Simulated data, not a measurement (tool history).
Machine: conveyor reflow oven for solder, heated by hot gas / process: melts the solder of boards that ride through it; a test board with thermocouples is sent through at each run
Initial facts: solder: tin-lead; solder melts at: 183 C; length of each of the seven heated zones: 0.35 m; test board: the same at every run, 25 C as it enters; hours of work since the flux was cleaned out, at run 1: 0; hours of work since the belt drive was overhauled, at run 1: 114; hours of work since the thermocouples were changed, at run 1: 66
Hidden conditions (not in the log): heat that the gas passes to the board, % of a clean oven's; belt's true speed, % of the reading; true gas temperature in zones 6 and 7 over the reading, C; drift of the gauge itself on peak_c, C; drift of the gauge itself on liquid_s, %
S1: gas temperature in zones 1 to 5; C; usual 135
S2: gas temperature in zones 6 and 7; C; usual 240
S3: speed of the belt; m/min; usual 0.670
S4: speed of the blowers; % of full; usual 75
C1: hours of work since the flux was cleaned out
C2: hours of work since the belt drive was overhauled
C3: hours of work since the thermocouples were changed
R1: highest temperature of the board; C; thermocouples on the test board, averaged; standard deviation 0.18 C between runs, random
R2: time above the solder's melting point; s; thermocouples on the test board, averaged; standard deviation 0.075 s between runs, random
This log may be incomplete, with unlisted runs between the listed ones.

run    day   S1   S2     S3  S4  C1   C2   C3     R1     R2
  1  0.000  135  240  0.670  75   0  114   66  226.7  51.80
  2  0.542  135  240  0.670  75   8  122   74  227.0  51.86
  3  1.083  135  240  0.670  75  16  130   83  227.0  51.75
  4  1.575  135  240  0.670  75  24  137   90  226.7  51.64
  5  2.167  135  240  0.689  75  33  146   99  225.9  49.94
  6  2.779  135  239  0.670  75  42  155  108  225.6  51.24
  7  3.258  135  244  0.670  75  49  163  115  230.0  53.39
  8  3.612  135  244  0.670  75  54  168  120  230.2  53.37
     3.867  -- flux residue cleaned out of gas plates and filters
  9  4.138  135  244  0.670  75   4  173  125  230.3  53.22
 10  4.567  135  244  0.670  75  11  179  132  230.0  53.29

Expected results for the next run?
 11  5.104  129  235  0.670  75  19  187  140   ?   ?

{"run 11": {"R1": 221.0, "R2": 47.32}}
Minus the tool's unlogged condition, the same run would have read R1 221.2 C, R2 47.41 s.

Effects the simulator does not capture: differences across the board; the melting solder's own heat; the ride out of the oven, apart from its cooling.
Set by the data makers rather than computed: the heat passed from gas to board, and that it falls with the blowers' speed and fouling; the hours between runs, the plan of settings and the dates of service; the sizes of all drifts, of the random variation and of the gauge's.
